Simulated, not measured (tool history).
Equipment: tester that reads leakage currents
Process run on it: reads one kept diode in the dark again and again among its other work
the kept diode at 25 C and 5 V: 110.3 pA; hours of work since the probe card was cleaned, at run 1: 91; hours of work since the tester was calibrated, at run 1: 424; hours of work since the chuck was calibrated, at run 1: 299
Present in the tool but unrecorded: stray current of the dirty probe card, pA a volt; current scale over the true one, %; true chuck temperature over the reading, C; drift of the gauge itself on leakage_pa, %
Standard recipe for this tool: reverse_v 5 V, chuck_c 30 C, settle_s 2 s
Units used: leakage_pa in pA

run	hour	reverse_v	chuck_c	settle_s	hours of work since the probe card was cleaned	hours of work since the tester was calibrated	hours of work since the chuck was calibrated	leakage_pa
1	0	5	30	2	91	424	299	166.33
2	24.8	1.57	30	2	111	443	319	88.82
3	51.8	1.57	30	2	132	464	340	88.61
4	66.3	5	30	0.85	143	475	351	166.85
5	80	5	30	0.85	154	486	362	168.16
6	100.8	5	24	0.85	170	502	378	97.83
7	127	5	24	0.85	190	522	398	97.79
8	155.9	5	24	0.85	213	545	421	97.38
9	185.7	5	30	2	236	568	444	163.88
10	203.8	5	30	2	250	582	458	164.48
11	226.9	5	42	2	268	600	476	452.22
12	245.1	5	30	0.67	282	614	490	164.84
13	260.2	5	30	0.67	294	626	502	165.14
14	281.3	5	30	0.67	310	643	518	163.92
15	311.1	5	43	0.67	334	666	541	490.31
16	337.3	5	43	2.61	354	686	562	489.33
17	358.1	5	43	2.61	370	702	578	485.91
18	386.1	5	43	2.61	392	724	600	487.4
19	415	5	43	2.61	414	747	622	486.45
20	435.8	5	43	2.61	431	763	639	482.94
21	451.9	2.34	58	0.41	443	775	651	1046.64
# hour 456.3: chuck's temperature calibrated
22	469.5	2.34	58	0.41	455	787	10	1020.95
23	482.5	2.34	58	0.41	465	798	20	1017.51
24	496.8	2.34	43	1.54	477	809	32	313.61
# hour 513.8: chuck's temperature calibrated, once more
25	528.2	2.34	43	1.54	499	832	11	349.03
26	548.8	2.88	25	0.42	515	848	27	85.17
27	565.5	11.2	39	3.8	528	861	40	588.15
28	590.4	11.2	39	3.8	548	880	60	584.51
29	608.7	1.61	30	7.84	562	894	74	94.12
30	633.1	3.31	32	4.66	581	913	93	165.67
31	648.3	1.76	20	0.47	593	925	105	40.78
32	673.1	4.12	20	3.37	612	944	124	64.13
33	694.8	4.12	32	0.37	629	961	141	188.86
34	708.8	10.44	40	4.53	640	972	152	603.73
35	729.3	10.44	40	4.53	656	988	168	603.32
36	758.4	7.61	30	6.59	679	1011	190	217.8
37	782.1	9.47	32	0.85	697	1029	209	294.13
38	802.1	3.74	45	2.28	713	1045	224	515.71
39	821.1	3.57	57	2.25	727	1060	239	1279.92

Hidden state or all else? Some run-to-run changes of leakage_pa, split into what the settings, what came in and random variation would give without the hidden state, and what is left for the hidden state (with any gauge scatter that isn't in both results):
Run 20 -> 21: reverse_v 5 -> 2.34, chuck_c 43 -> 58, settle_s 2.61 -> 0.41. leakage_pa +563.7 pA: hidden state -40.98, all else +604.68.
Run 23 -> 24: chuck_c 58 -> 43, settle_s 0.41 -> 1.54. leakage_pa -703.9 pA: hidden state +64.15, all else -768.05.
Run 24 -> 25: chuck's temperature calibrated, once more. leakage_pa +35.42 pA: hidden state +34.57, all else +0.85.
Run 38 -> 39: reverse_v 3.74 -> 3.57, chuck_c 45 -> 57, settle_s 2.28 -> 2.25. leakage_pa +764.21 pA: hidden state -17.35, all else +781.56.
